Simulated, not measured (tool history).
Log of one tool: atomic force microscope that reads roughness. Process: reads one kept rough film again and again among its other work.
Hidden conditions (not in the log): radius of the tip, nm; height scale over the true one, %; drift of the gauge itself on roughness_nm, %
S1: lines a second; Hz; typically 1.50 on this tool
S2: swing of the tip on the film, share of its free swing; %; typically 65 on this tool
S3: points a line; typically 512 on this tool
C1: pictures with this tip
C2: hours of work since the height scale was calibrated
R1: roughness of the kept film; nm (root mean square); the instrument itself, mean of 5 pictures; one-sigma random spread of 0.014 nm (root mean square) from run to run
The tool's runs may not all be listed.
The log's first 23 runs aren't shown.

run	hour	S1	S2	S3	C1	C2	R1
# hour 612.2: height scale calibrated on a step standard
24	625.9	0.88	71	257	174	11	3.079
# hour 630.2: new tip fitted
25	650.8	1.04	65	863	52	30	3.338
26	676.9	1.25	69	588	118	51	3.153
27	696.7	3.65	69	610	169	66	2.732
# hour 703.9: new tip fitted
28	736.8	0.81	65	280	83	98	3.270
# hour 752.3: height scale calibrated on a step standard, once more
29	755.4	0.81	65	280	128	2	3.140
# hour 778.2: new tip fitted
30	792.6	1.06	85	333	36	32	3.001
31	816.0	1.06	85	333	95	50	2.941
32	844.2	1.06	85	333	167	72	2.834
# hour 852.5: new tip fitted
33	876.6	2.96	75	347	61	97	2.776
34	904.7	2.96	75	347	132	120	2.694
# hour 925.6: new tip fitted
35	934.3	2.96	86	587	22	143	2.523
36	970.5	1.39	66	765	114	171	3.112
37	993.3	2.38	86	512	172	189	2.469
# hour 999.6: new tip fitted
38	1027.1	2.38	86	512	70	216	2.595

Branching from run 38: 3 alternative next runs. What would each branch give?
A	1054.8	0.99	86	512	141	238	?
B	1054.8	2.15	56	329	141	238	?
C	1054.8	2.39	75	565	141	238	?

run	R1
A	2.912
B	3.116
C	2.800
Take away the tool's hidden state, keep each run's random variation, and the runs would have read:
run	R1
A	3.098
B	3.315
C	2.979

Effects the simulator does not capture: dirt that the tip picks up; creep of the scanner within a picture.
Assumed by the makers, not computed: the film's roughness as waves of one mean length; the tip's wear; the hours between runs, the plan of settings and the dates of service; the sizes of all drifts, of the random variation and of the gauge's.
